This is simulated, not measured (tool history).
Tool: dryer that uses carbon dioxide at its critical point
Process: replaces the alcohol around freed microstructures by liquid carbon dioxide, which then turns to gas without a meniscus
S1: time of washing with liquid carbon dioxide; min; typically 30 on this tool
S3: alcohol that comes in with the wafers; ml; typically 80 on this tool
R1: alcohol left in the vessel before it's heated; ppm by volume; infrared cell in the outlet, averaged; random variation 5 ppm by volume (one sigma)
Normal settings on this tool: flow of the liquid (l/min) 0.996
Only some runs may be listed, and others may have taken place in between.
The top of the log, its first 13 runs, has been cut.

Run 14, day 9.800: usual settings. Result: R1 77 ppm by volume.
Run 15, day 10.804: usual settings. Result: R1 76 ppm by volume.
Run 16, day 11.571: usual settings. Result: R1 72 ppm by volume.
Run 17, day 12.317: usual settings but flow of the liquid (l/min) 1.245. Result: R1 53 ppm by volume.
Run 18, day 12.988: usual settings but flow of the liquid (l/min) 1.245. Result: R1 59 ppm by volume.
Run 19, day 13.554: usual settings but flow of the liquid (l/min) 1.245. Result: R1 61 ppm by volume.
Run 20, day 14.142: usual settings but flow of the liquid (l/min) 1.035. Result: R1 72 ppm by volume.
Run 21, day 14.612: usual settings but S1 21 min, flow of the liquid (l/min) 0.644, S3 32 ml. Result: R1 484 ppm by volume.
Run 22, day 15.154: usual settings but S1 21 min, flow of the liquid (l/min) 0.644, S3 32 ml. Result: R1 495 ppm by volume.
Run 23, day 15.954: usual settings but S1 24 min, flow of the liquid (l/min) 0.644, S3 45 ml. Result: R1 472 ppm by volume.
Run 24, day 16.842: usual settings but S1 38 min, flow of the liquid (l/min) 1.383, S3 116 ml. Result: R1 59 ppm by volume.
Run 25, day 17.612: usual settings but S1 21 min, flow of the liquid (l/min) 1.495, S3 116 ml. Result: R1 69 ppm by volume.
Run 26, day 18.450: usual settings but S1 40 min, flow of the liquid (l/min) 1.037, S3 110 ml. Result: R1 58 ppm by volume.
Run 27, day 19.238: usual settings but S3 38 ml. Result: R1 75 ppm by volume.
Run 28, day 19.888: usual settings but S1 36 min, flow of the liquid (l/min) 1.003, S3 21 ml. Result: R1 53 ppm by volume.
Run 29, day 20.775: usual settings but S1 19 min, S3 52 ml. Result: R1 266 ppm by volume.
Run 30, day 21.438: usual settings but flow of the liquid (l/min) 1.300, S3 112 ml. Result: R1 66 ppm by volume.
Run 31, day 22.146: usual settings but flow of the liquid (l/min) 1.300, S3 112 ml. Result: R1 69 ppm by volume.
At day 22.688: inlet filter changed.
Run 32, day 22.942: usual settings but flow of the liquid (l/min) 1.300, S3 112 ml. Result: R1 62 ppm by volume.
Run 33, day 23.754: usual settings but S1 18 min, flow of the liquid (l/min) 0.802, S3 112 ml. Result: R1 1144 ppm by volume.

Predict each of these 3 candidate next runs independently; none follows another, all start after run 33:
Run A, day 24.312: usual settings but S3 48 ml. Result: R1 ?.
Run B, day 24.312: usual settings but S1 18 min, flow of the liquid (l/min) 1.345, S3 112 ml. Result: R1 ?.
Run C, day 24.312: usual settings but S1 41 min, flow of the liquid (l/min) 1.282, S3 49 ml. Result: R1 ?.

run   R1
  A   81
  B  155
  C   71
Without the tool's unlogged condition, the same runs would have read:
run  R1
  A  27
  B  99
  C  18
